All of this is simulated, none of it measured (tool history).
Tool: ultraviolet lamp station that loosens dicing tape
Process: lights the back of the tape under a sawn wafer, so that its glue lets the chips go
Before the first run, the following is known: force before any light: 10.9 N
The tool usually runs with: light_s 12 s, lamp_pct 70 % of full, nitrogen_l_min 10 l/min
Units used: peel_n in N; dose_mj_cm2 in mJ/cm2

Run 1, day 0: usual settings. Result: peel_n 1.581 N, dose_mj_cm2 168 mJ/cm2.
Run 2, day 0.75: usual settings but light_s 20 s. Result: peel_n 0.51 N, dose_mj_cm2 279 mJ/cm2.
Run 3, day 1.262: usual settings but light_s 20 s, lamp_pct 95 % of full. Result: peel_n 0.245 N, dose_mj_cm2 380 mJ/cm2.
Run 4, day 1.767: usual settings but light_s 20 s, lamp_pct 95 % of full. Result: peel_n 0.24 N, dose_mj_cm2 379 mJ/cm2.
Run 5, day 2.646: usual settings but light_s 11 s. Result: peel_n 1.923 N, dose_mj_cm2 152 mJ/cm2.
Run 6, day 3.2: usual settings but light_s 11 s. Result: peel_n 1.925 N, dose_mj_cm2 152 mJ/cm2.
Run 7, day 4.05: usual settings. Result: peel_n 1.727 N, dose_mj_cm2 163 mJ/cm2.
Run 8, day 4.529: usual settings but nitrogen_l_min 11 l/min. Result: peel_n 1.544 N, dose_mj_cm2 161 mJ/cm2.
Run 9, day 5.083: usual settings. Result: peel_n 1.655 N, dose_mj_cm2 159 mJ/cm2.
Run 10, day 5.946: usual settings. Result: peel_n 1.666 N, dose_mj_cm2 163 mJ/cm2.
Run 11, day 6.458: usual settings but light_s 8 s. Result: peel_n 3.12 N, dose_mj_cm2 104 mJ/cm2.
Run 12, day 7.179: usual settings but light_s 8 s. Result: peel_n 3.19 N, dose_mj_cm2 103 mJ/cm2.
Run 13, day 7.775: usual settings but lamp_pct 99 % of full. Result: peel_n 0.867 N, dose_mj_cm2 230 mJ/cm2.
Run 14, day 8.429: usual settings but lamp_pct 99 % of full. Result: peel_n 0.864 N, dose_mj_cm2 222 mJ/cm2.
Run 15, day 9.375: usual settings but light_s 8 s. Result: peel_n 3.307 N, dose_mj_cm2 103 mJ/cm2.
Run 16, day 9.812: usual settings but light_s 8 s. Result: peel_n 3.296 N, dose_mj_cm2 106 mJ/cm2.
Run 17, day 10.438: usual settings but light_s 8 s. Result: peel_n 3.273 N, dose_mj_cm2 102 mJ/cm2.
Run 18, day 11.208: usual settings but light_s 8 s. Result: peel_n 3.332 N, dose_mj_cm2 102 mJ/cm2.
Run 19, day 11.892: usual settings. Result: peel_n 1.877 N, dose_mj_cm2 150 mJ/cm2.
Run 20, day 12.788: usual settings. Result: peel_n 2.001 N, dose_mj_cm2 151 mJ/cm2.
Run 21, day 13.354: usual settings but lamp_pct 61 % of full. Result: peel_n 2.377 N, dose_mj_cm2 132 mJ/cm2.
Run 22, day 14.067: usual settings but lamp_pct 61 % of full. Result: peel_n 2.402 N, dose_mj_cm2 130 mJ/cm2.
Run 23, day 14.538: usual settings but light_s 9 s, lamp_pct 61 % of full. Result: peel_n 3.511 N, dose_mj_cm2 97 mJ/cm2.
Run 24, day 15.092: usual settings but nitrogen_l_min 17 l/min. Result: peel_n 1.53 N, dose_mj_cm2 151 mJ/cm2.
Run 25, day 15.562: usual settings but light_s 7 s, lamp_pct 83 % of full. Result: peel_n 3.265 N, dose_mj_cm2 100 mJ/cm2.

Run 26 is up next; what results do you expect?
Run 26, day 16: usual settings but lamp_pct 67 % of full, nitrogen_l_min 18 l/min. Result: peel_n ?, dose_mj_cm2 ?.

{"run 26": {"peel_n": 1.65, "dose_mj_cm2": 144}}
The same run, on a tool lacking any hidden state, would have yielded peel_n 0.918 N, dose_mj_cm2 192 mJ/cm2.
